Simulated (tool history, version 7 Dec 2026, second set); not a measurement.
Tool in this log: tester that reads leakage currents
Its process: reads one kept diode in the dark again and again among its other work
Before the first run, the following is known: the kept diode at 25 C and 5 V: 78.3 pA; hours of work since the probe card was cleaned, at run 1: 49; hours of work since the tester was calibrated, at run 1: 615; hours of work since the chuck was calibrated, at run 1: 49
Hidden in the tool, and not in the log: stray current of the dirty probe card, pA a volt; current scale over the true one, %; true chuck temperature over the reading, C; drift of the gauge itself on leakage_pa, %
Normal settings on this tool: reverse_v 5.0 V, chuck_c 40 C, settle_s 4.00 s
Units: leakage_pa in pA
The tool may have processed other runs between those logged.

run     day  reverse_v  chuck_c  settle_s  hours of work since the probe card was cleaned  hours of work since the tester was calibrated  hours of work since the chuck was calibrated  leakage_pa
  1   0.000        5.0       40      4.00                                              49                                            615                                            49      281.47
  2   6.283        5.0       40      4.00                                             163                                            729                                           163      284.75
  3  13.383        5.0       40      4.00                                             292                                            857                                           292      290.74
  4  18.279        5.0       40      4.00                                             381                                            946                                           381      294.24
  5  22.042        5.0       40      4.00                                             449                                           1014                                           449      297.18
  6  26.796        5.0       40      0.46                                             535                                           1101                                           535      303.55

What does the tool deliver on the next run?
  7  33.688        3.3       40      0.46                                             660                                           1226                                           660           ?

leakage_pa: 269.33 pA
With the hidden condition absent and the run-to-run variation left alone, this run would have shown leakage_pa 243.66 pA.

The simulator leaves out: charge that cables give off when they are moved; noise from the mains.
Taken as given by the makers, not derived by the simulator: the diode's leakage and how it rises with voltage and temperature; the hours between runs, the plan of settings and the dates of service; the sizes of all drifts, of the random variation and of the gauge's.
